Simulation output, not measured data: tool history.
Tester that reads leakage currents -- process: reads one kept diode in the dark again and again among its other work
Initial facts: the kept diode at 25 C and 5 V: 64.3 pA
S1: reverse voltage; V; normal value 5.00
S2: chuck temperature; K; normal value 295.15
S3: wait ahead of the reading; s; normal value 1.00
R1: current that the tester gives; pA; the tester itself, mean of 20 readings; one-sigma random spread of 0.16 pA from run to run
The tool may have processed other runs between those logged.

run,hour,S1,S2,S3,R1
1,0.0,5.00,295.15,1.00,50.81
2,49.0,9.87,295.15,1.00,74.91
3,98.3,5.00,295.15,2.70,50.37
4,148.1,5.00,295.15,1.00,50.69
5,173.1,3.55,295.15,1.00,41.83
6,216.0,5.00,295.15,1.00,50.73
7,261.5,2.93,295.15,1.00,37.33
8,320.8,2.93,295.15,1.00,37.22
9,361.2,2.93,295.15,1.00,37.71
10,411.2,2.93,295.15,1.00,37.31
11,469.2,7.16,295.15,1.00,61.87
12,512.1,7.16,295.15,1.00,62.30
13,543.4,7.16,295.15,1.00,62.58
14,592.7,5.00,293.15,1.00,42.88
15,641.4,5.00,293.15,1.00,42.83
16,697.4,5.00,293.15,1.00,42.74
17,733.7,5.00,295.15,1.00,50.58
18,773.4,5.00,295.15,1.00,50.74
19,804.5,5.00,295.15,1.00,50.93
20,849.7,7.30,303.15,0.69,120.97
21,901.3,1.14,300.15,5.52,32.78
22,934.3,1.14,300.15,5.52,32.88
23,962.7,1.14,300.15,5.52,32.87
24,992.2,17.47,318.15,1.00,627.21
25,1034.1,5.00,332.15,0.93,812.24
26,1075.5,5.00,295.15,0.31,51.93
27,1131.5,1.58,295.15,0.34,26.52
28,1159.1,2.68,295.15,1.91,35.35
29,1204.9,2.91,295.15,1.91,37.01
30,1262.9,2.91,298.15,1.92,47.80
31,1291.7,17.72,297.15,0.60,124.77
32,1324.9,17.72,297.15,0.60,125.01
33,1370.3,17.72,310.15,1.82,345.83
34,1406.3,3.75,301.15,1.00,70.36
35,1461.3,17.71,320.15,2.29,727.06
36,1517.5,17.71,307.15,0.43,277.56
37,1543.4,10.96,317.15,0.89,446.84

Below, some changes in R1 between adjacent runs. For each, the amount present without the hidden state too (settings, incoming material, random variation) and the amount remaining for the hidden state with gauge scatter not shared by both compared results:
The tool's hidden condition here consists of: stray current of the dirty probe card, pA a volt; current scale over the true one, %; true chuck temperature over the reading, C; drift of the gauge itself on leakage_pa, %.
Run 23 -> 24: S1 1.14 -> 17.47, S2 300.15 -> 318.15, S3 5.52 -> 1.00. R1 +594.34 pA: hidden state +0.47, all else +593.87.
Run 25 -> 26: S2 332.15 -> 295.15, S3 0.93 -> 0.31. R1 -760.31 pA: hidden state -0.46, all else -759.85.
Run 34 -> 35: S1 3.75 -> 17.71, S2 301.15 -> 320.15, S3 1.00 -> 2.29. R1 +656.70 pA: hidden state +0.60, all else +656.10.

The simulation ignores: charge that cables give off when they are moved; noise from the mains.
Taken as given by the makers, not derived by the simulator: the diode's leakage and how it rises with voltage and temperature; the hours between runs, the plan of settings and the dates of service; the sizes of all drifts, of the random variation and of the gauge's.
